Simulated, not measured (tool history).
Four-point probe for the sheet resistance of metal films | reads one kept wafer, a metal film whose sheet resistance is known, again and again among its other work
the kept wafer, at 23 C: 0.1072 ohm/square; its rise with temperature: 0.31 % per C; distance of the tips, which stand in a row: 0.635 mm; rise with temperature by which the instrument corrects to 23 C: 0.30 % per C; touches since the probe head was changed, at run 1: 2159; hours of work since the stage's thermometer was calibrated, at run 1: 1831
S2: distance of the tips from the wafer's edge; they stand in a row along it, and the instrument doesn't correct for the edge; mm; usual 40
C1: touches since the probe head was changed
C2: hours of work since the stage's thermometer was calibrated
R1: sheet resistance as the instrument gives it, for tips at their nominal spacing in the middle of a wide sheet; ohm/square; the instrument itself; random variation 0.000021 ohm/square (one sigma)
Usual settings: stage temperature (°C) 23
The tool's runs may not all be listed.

{"run": 1, "hour": 0.0, "stage temperature (°C)": 23, "S2": 40, "C1": 2159, "C2": 1831, "R1": 0.106521}
{"run": 2, "hour": 10.3, "stage temperature (°C)": 27, "S2": 40, "C1": 2255, "C2": 1835, "R1": 0.106572}
{"run": 3, "hour": 25.9, "stage temperature (°C)": 23, "S2": 40, "C1": 2400, "C2": 1842, "R1": 0.106534}
{"run": 4, "hour": 37.9, "stage temperature (°C)": 23, "S2": 40, "C1": 2512, "C2": 1847, "R1": 0.106537}
{"run": 5, "hour": 57.1, "stage temperature (°C)": 23, "S2": 40, "C1": 2691, "C2": 1856, "R1": 0.10652}
{"run": 6, "hour": 68.5, "stage temperature (°C)": 23, "S2": 40, "C1": 2796, "C2": 1861, "R1": 0.106514}
{"run": 7, "hour": 83.6, "stage temperature (°C)": 21, "S2": 40, "C1": 2937, "C2": 1867, "R1": 0.106504}
{"run": 8, "hour": 102.9, "stage temperature (°C)": 19, "S2": 40, "C1": 3117, "C2": 1876, "R1": 0.106492}
{"run": 9, "hour": 120.0, "stage temperature (°C)": 19, "S2": 40, "C1": 3276, "C2": 1883, "R1": 0.106455}
{"run": 10, "hour": 130.9, "stage temperature (°C)": 19, "S2": 40, "C1": 3377, "C2": 1888, "R1": 0.106453}
{"run": 11, "hour": 143.0, "stage temperature (°C)": 19, "S2": 40, "C1": 3490, "C2": 1893, "R1": 0.106474}
{"run": 12, "hour": 163.1, "stage temperature (°C)": 23, "S2": 40, "C1": 3677, "C2": 1902, "R1": 0.106506}
{"run": 13, "hour": 178.4, "stage temperature (°C)": 33, "S2": 40, "C1": 3819, "C2": 1909, "R1": 0.106632}
{"run": 14, "hour": 190.5, "stage temperature (°C)": 23, "S2": 40, "C1": 3931, "C2": 1914, "R1": 0.106512}
{"run": 15, "hour": 205.4, "stage temperature (°C)": 23, "S2": 40, "C1": 4070, "C2": 1920, "R1": 0.106567}
{"run": 16, "hour": 215.2, "stage temperature (°C)": 23, "S2": 40, "C1": 4162, "C2": 1925, "R1": 0.106501}
{"hour": 217.3, "done": "stage's thermometer calibrated"}
{"run": 17, "hour": 235.3, "stage temperature (°C)": 23, "S2": 40, "C1": 4344, "C2": 8, "R1": 0.106423}
{"run": 18, "hour": 253.7, "stage temperature (°C)": 23, "S2": 40, "C1": 4515, "C2": 16, "R1": 0.106411}
{"run": 19, "hour": 273.5, "stage temperature (°C)": 19, "S2": 6, "C1": 4699, "C2": 25, "R1": 0.107025}
{"run": 20, "hour": 283.6, "stage temperature (°C)": 23, "S2": 8, "C1": 4793, "C2": 29, "R1": 0.106756}
{"run": 21, "hour": 300.0, "stage temperature (°C)": 24, "S2": 8, "C1": 4946, "C2": 36, "R1": 0.106749}
{"hour": 307.4, "done": "stage's thermometer calibrated, once more"}
{"run": 22, "hour": 317.5, "stage temperature (°C)": 23, "S2": 9, "C1": 5104, "C2": 4, "R1": 0.106902}
{"run": 23, "hour": 338.1, "stage temperature (°C)": 23, "S2": 9, "C1": 5295, "C2": 13, "R1": 0.106952}
{"run": 24, "hour": 356.3, "stage temperature (°C)": 23, "S2": 13, "C1": 5465, "C2": 21, "R1": 0.106819}
{"run": 25, "hour": 366.6, "stage temperature (°C)": 21, "S2": 69, "C1": 5561, "C2": 26, "R1": 0.106619}
{"run": 26, "hour": 382.7, "stage temperature (°C)": 23, "S2": 57, "C1": 5710, "C2": 33, "R1": 0.106628}
{"run": 27, "hour": 393.6, "stage temperature (°C)": 25, "S2": 52, "C1": 5812, "C2": 38, "R1": 0.106648}
{"run": 28, "hour": 403.9, "stage temperature (°C)": 25, "S2": 52, "C1": 5908, "C2": 42, "R1": 0.106685}
{"run": 29, "hour": 417.0, "stage temperature (°C)": 23, "S2": 14, "C1": 6030, "C2": 48, "R1": 0.106743}
{"run": 30, "hour": 432.8, "stage temperature (°C)": 23, "S2": 14, "C1": 6177, "C2": 55, "R1": 0.106736}
{"run": 31, "hour": 455.3, "stage temperature (°C)": 32, "S2": 3, "C1": 6386, "C2": 65, "R1": 0.109143}

5 ways to go on from here, each from the tool as it stands after run 31. What would each give?
{"run": "A", "hour": 466.0, "stage temperature (°C)": 19, "S2": 40, "C1": 6486, "C2": 69, "R1": "?"}
{"run": "B", "hour": 466.0, "stage temperature (°C)": 30, "S2": 14, "C1": 6486, "C2": 69, "R1": "?"}
{"run": "C", "hour": 466.0, "stage temperature (°C)": 26, "S2": 7, "C1": 6486, "C2": 69, "R1": "?"}
{"run": "D", "hour": 466.0, "stage temperature (°C)": 19, "S2": 40, "C1": 6486, "C2": 69, "R1": "?"}
{"run": "E", "hour": 466.0, "stage temperature (°C)": 33, "S2": 40, "C1": 6486, "C2": 69, "R1": "?"}

run=A R1=0.106567
run=B R1=0.106803
run=C R1=0.107085
run=D R1=0.106602
run=E R1=0.106717
Without the tool's hidden state the same runs would have given:
run=A R1=0.107152
run=B R1=0.107388
run=C R1=0.107672
run=D R1=0.107188
run=E R1=0.107301
